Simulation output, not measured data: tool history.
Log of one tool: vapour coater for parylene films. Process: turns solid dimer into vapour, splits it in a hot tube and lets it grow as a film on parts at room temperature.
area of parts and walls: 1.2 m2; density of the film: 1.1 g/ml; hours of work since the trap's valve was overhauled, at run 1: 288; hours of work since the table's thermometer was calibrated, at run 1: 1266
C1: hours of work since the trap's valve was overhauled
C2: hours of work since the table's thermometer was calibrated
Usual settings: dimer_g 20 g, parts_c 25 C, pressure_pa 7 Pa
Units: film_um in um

run 1 day=0 | dimer_g=20 parts_c=25 pressure_pa=7 | C1=288 C2=1266 | film_um=9.01
run 2 day=2.992 | dimer_g=20 parts_c=25 pressure_pa=7 | C1=329 C2=1307 | film_um=8.83
run 3 day=4.258 | dimer_g=20 parts_c=25 pressure_pa=7 | C1=346 C2=1324 | film_um=8.83
run 4 day=5.721 | dimer_g=20 parts_c=32 pressure_pa=7 | C1=366 C2=1344 | film_um=6.49
run 5 day=8.3 | dimer_g=20 parts_c=32 pressure_pa=7 | C1=401 C2=1379 | film_um=6.47
run 6 day=10.046 | dimer_g=20 parts_c=32 pressure_pa=7 | C1=425 C2=1403 | film_um=6.27
run 7 day=12.438 | dimer_g=20 parts_c=32 pressure_pa=7 | C1=457 C2=1435 | film_um=6.3
run 8 day=14.396 | dimer_g=20 parts_c=32 pressure_pa=7 | C1=484 C2=1462 | film_um=6.32
run 9 day=16.762 | dimer_g=20 parts_c=32 pressure_pa=7 | C1=516 C2=1494 | film_um=6.15
run 10 day=17.962 | dimer_g=20 parts_c=23 pressure_pa=7 | C1=532 C2=1510 | film_um=8.91
-- day=19.017 trap's valve overhauled
run 11 day=20.479 | dimer_g=20 parts_c=25 pressure_pa=7 | C1=20 C2=1542 | film_um=9.46
run 12 day=23.225 | dimer_g=20 parts_c=21 pressure_pa=7 | C1=57 C2=1579 | film_um=11.26
run 13 day=25.479 | dimer_g=20 parts_c=21 pressure_pa=7 | C1=88 C2=1610 | film_um=11.13
run 14 day=26.954 | dimer_g=20 parts_c=21 pressure_pa=7 | C1=108 C2=1630 | film_um=10.88
run 15 day=29.242 | dimer_g=22 parts_c=21 pressure_pa=7 | C1=139 C2=1661 | film_um=11.96
run 16 day=30.658 | dimer_g=15 parts_c=23 pressure_pa=2.94 | C1=158 C2=1680 | film_um=7.92
run 17 day=33.596 | dimer_g=19 parts_c=28 pressure_pa=11.58 | C1=198 C2=1720 | film_um=7.4
run 18 day=35.125 | dimer_g=36 parts_c=25 pressure_pa=10.65 | C1=219 C2=1741 | film_um=15.67
run 19 day=36.446 | dimer_g=21 parts_c=25 pressure_pa=7 | C1=237 C2=1759 | film_um=9.46
run 20 day=38.55 | dimer_g=8 parts_c=25 pressure_pa=6.06 | C1=265 C2=1788 | film_um=3.68
run 21 day=41.533 | dimer_g=9 parts_c=25 pressure_pa=8.05 | C1=306 C2=1828 | film_um=3.96
run 22 day=44.196 | dimer_g=21 parts_c=20 pressure_pa=3.08 | C1=342 C2=1864 | film_um=12.04
run 23 day=45.596 | dimer_g=21 parts_c=18 pressure_pa=9.37 | C1=361 C2=1883 | film_um=12.09
run 24 day=47.092 | dimer_g=13 parts_c=19 pressure_pa=5.08 | C1=381 C2=1904 | film_um=7.53
run 25 day=48.467 | dimer_g=13 parts_c=34 pressure_pa=5.08 | C1=400 C2=1922 | film_um=3.86
run 26 day=51.112 | dimer_g=10 parts_c=36 pressure_pa=5.08 | C1=436 C2=1958 | film_um=2.7
-- day=51.433 table's thermometer calibrated
run 27 day=52.917 | dimer_g=10 parts_c=36 pressure_pa=5.08 | C1=460 C2=20 | film_um=2.86
run 28 day=55.917 | dimer_g=10 parts_c=36 pressure_pa=5.08 | C1=501 C2=61 | film_um=2.83
run 29 day=57.417 | dimer_g=10 parts_c=36 pressure_pa=5.08 | C1=521 C2=81 | film_um=2.84

Forecast each of these 3 alternatives for the next run:
run A day=58.838 | dimer_g=10 parts_c=25 pressure_pa=9.51 | C1=540 C2=101 | film_um=?
run B day=58.838 | dimer_g=20 parts_c=31 pressure_pa=7 | C1=540 C2=101 | film_um=?
run C day=58.838 | dimer_g=12 parts_c=26 pressure_pa=9.21 | C1=540 C2=101 | film_um=?

run=A film_um=4.3
run=B film_um=6.76
run=C film_um=4.96
Without the tool's hidden state the same runs would have given:
run=A film_um=4.89
run=B film_um=7.67
run=C film_um=5.63
